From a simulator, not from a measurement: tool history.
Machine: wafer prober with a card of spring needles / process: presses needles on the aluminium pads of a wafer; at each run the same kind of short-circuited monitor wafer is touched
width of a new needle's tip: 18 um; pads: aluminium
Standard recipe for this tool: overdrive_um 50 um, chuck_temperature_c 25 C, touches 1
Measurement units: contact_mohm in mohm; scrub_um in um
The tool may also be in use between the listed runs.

run 1 hour=0.0 | overdrive_um=50 chuck_temperature_c=25 touches=1 | contact_mohm=325 scrub_um=9.99
-- hour=0.9 tips cleaned on abrasive film
-- hour=7.5 tips cleaned on abrasive film
run 2 hour=8.7 | overdrive_um=50 chuck_temperature_c=25 touches=1 | contact_mohm=219 scrub_um=9.98
-- hour=14.3 tips cleaned on abrasive film
-- hour=21.2 tips cleaned on abrasive film
run 3 hour=21.3 | overdrive_um=50 chuck_temperature_c=25 touches=1 | contact_mohm=176 scrub_um=9.97
-- hour=28.2 tips cleaned on abrasive film
run 4 hour=28.7 | overdrive_um=50 chuck_temperature_c=25 touches=1 | contact_mohm=206 scrub_um=9.85
-- hour=34.9 tips cleaned on abrasive film
-- hour=41.7 tips cleaned on abrasive film
run 5 hour=43.0 | overdrive_um=50 chuck_temperature_c=25 touches=1 | contact_mohm=221 scrub_um=9.92
-- hour=48.3 tips cleaned on abrasive film
run 6 hour=50.0 | overdrive_um=50 chuck_temperature_c=25 touches=1 | contact_mohm=247 scrub_um=9.86
-- hour=54.5 tips cleaned on abrasive film
-- hour=56.4 height of the first contact set anew
-- hour=61.7 tips cleaned on abrasive film
run 7 hour=63.8 | overdrive_um=59 chuck_temperature_c=93 touches=2 | contact_mohm=198 scrub_um=12.59
-- hour=68.6 tips cleaned on abrasive film
-- hour=75.2 tips cleaned on abrasive film
run 8 hour=75.2 | overdrive_um=50 chuck_temperature_c=25 touches=1 | contact_mohm=184 scrub_um=10.70
-- hour=82.2 tips cleaned on abrasive film
run 9 hour=83.3 | overdrive_um=52 chuck_temperature_c=39 touches=1 | contact_mohm=208 scrub_um=11.03

Run 10, settings as shown, results not yet in. Your forecast:
-- hour=89.2 tips cleaned on abrasive film
-- hour=95.7 tips cleaned on abrasive film
run 10 hour=95.7 | overdrive_um=70 chuck_temperature_c=25 touches=2 | contact_mohm=? scrub_um=?

Run 10 gave contact_mohm 163 mohm, scrub_um 14.95 um.
With the hidden condition absent and the run-to-run variation left alone, this run would have shown contact_mohm 153 mohm, scrub_um 15.07 um.

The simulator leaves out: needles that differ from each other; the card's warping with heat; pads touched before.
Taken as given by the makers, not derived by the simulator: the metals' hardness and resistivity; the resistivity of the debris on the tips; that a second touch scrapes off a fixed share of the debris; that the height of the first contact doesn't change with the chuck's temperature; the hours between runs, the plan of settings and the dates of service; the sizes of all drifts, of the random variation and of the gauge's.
